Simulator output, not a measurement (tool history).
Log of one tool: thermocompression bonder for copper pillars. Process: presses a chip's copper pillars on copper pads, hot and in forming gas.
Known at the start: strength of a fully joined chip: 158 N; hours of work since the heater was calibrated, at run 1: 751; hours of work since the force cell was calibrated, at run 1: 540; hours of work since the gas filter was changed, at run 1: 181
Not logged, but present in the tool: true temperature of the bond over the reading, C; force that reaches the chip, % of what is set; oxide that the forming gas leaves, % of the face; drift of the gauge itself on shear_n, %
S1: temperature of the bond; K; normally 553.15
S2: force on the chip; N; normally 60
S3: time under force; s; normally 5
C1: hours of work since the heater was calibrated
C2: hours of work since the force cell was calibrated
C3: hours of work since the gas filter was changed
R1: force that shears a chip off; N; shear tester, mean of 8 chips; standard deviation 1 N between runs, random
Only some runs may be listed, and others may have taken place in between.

| run | hour | S1 | S2 | S3 | C1 | C2 | C3 | R1 |
|---|---|---|---|---|---|---|---|---|
| 1 | 0.0 | 553.15 | 60 | 5 | 751 | 540 | 181 | 106.5 |
| 2 | 29.0 | 553.15 | 60 | 5 | 765 | 555 | 196 | 105.7 |
| 3 | 43.6 | 553.15 | 60 | 5 | 772 | 562 | 203 | 106.7 |
| 4 | 68.1 | 553.15 | 60 | 5 | 784 | 574 | 215 | 106.7 |
| 5 | 85.4 | 582.15 | 60 | 5 | 793 | 583 | 223 | 122.5 |
| 6 | 109.8 | 553.15 | 58 | 5 | 805 | 595 | 235 | 102.9 |
| 7 | 140.2 | 553.15 | 62 | 5 | 820 | 610 | 250 | 106.7 |
| 8 | 174.0 | 548.15 | 60 | 5 | 837 | 626 | 267 | 102.1 |
| 9 | 198.8 | 548.15 | 60 | 5 | 849 | 639 | 279 | 101.6 |
| 10 | 215.7 | 548.15 | 60 | 13 | 857 | 647 | 288 | 126.4 |
| 11 | 235.6 | 553.15 | 60 | 5 | 867 | 657 | 298 | 105.4 |
| 12 | 257.2 | 553.15 | 62 | 5 | 878 | 667 | 308 | 105.2 |
| 13 | 279.5 | 553.15 | 62 | 5 | 889 | 678 | 319 | 106.0 |
| 14 | 300.0 | 553.15 | 60 | 5 | 899 | 689 | 329 | 101.9 |
| 15 | 326.8 | 553.15 | 60 | 5 | 912 | 702 | 343 | 103.0 |
| 16 | 360.8 | 553.15 | 60 | 5 | 929 | 719 | 359 | 101.9 |
| 17 | 377.1 | 536.15 | 60 | 5 | 937 | 727 | 367 | 90.8 |
|  | 405.5 | forming gas filter changed |
| 18 | 407.4 | 536.15 | 60 | 5 | 952 | 741 | 1 | 97.1 |
| 19 | 422.3 | 536.15 | 60 | 5 | 959 | 749 | 8 | 97.9 |
| 20 | 448.1 | 553.15 | 60 | 14 | 972 | 761 | 21 | 132.4 |
| 21 | 475.4 | 549.15 | 41 | 14 | 985 | 775 | 35 | 116.0 |
| 22 | 501.3 | 546.15 | 48 | 11 | 998 | 788 | 47 | 114.7 |
| 23 | 518.8 | 566.15 | 63 | 13 | 1007 | 796 | 56 | 141.0 |
| 24 | 550.0 | 566.15 | 63 | 13 | 1022 | 812 | 71 | 139.1 |
| 25 | 569.0 | 572.15 | 63 | 5 | 1031 | 821 | 81 | 122.6 |
| 26 | 590.0 | 552.15 | 66 | 5 | 1042 | 832 | 91 | 112.0 |
| 27 | 616.4 | 554.15 | 88 | 3 | 1055 | 845 | 104 | 114.2 |
| 28 | 637.6 | 573.15 | 60 | 8 | 1065 | 855 | 115 | 130.9 |
| 29 | 671.4 | 525.15 | 82 | 8 | 1082 | 872 | 131 | 113.0 |
| 30 | 689.5 | 538.15 | 82 | 7 | 1091 | 881 | 140 | 119.7 |
| 31 | 723.4 | 538.15 | 82 | 7 | 1108 | 897 | 157 | 119.9 |
| 32 | 737.9 | 553.15 | 72 | 5 | 1115 | 905 | 164 | 115.7 |
| 33 | 765.7 | 553.15 | 72 | 5 | 1129 | 918 | 178 | 114.9 |
| 34 | 794.4 | 553.15 | 72 | 5 | 1143 | 932 | 192 | 115.9 |
| 35 | 824.5 | 532.15 | 70 | 11 | 1158 | 947 | 207 | 117.9 |
| 36 | 852.8 | 583.15 | 55 | 3 | 1172 | 961 | 221 | 107.4 |
| 37 | 887.3 | 583.15 | 55 | 3 | 1189 | 978 | 238 | 107.1 |
| 38 | 904.6 | 575.15 | 77 | 4 | 1197 | 987 | 246 | 124.7 |
| 39 | 924.7 | 575.15 | 62 | 11 | 1207 | 997 | 256 | 136.1 |

What if the next run were any one of these 4? Each begins from the tool's condition after run 39:
| A | 948.1 | 569.15 | 84 | 3 | 1219 | 1008 | 268 | ? |
| B | 948.1 | 567.15 | 52 | 4 | 1219 | 1008 | 268 | ? |
| C | 948.1 | 565.15 | 79 | 5 | 1219 | 1008 | 268 | ? |
| D | 948.1 | 558.15 | 37 | 12 | 1219 | 1008 | 268 | ? |

| run | R1 |
|---|---|
| A | 115.8 |
| B | 100.7 |
| C | 126.1 |
| D | 108.4 |
What these runs would have given with no unlogged condition in the tool:
| run | R1 |
|---|---|
| A | 123.9 |
| B | 108.3 |
| C | 134.5 |
| D | 116.4 |

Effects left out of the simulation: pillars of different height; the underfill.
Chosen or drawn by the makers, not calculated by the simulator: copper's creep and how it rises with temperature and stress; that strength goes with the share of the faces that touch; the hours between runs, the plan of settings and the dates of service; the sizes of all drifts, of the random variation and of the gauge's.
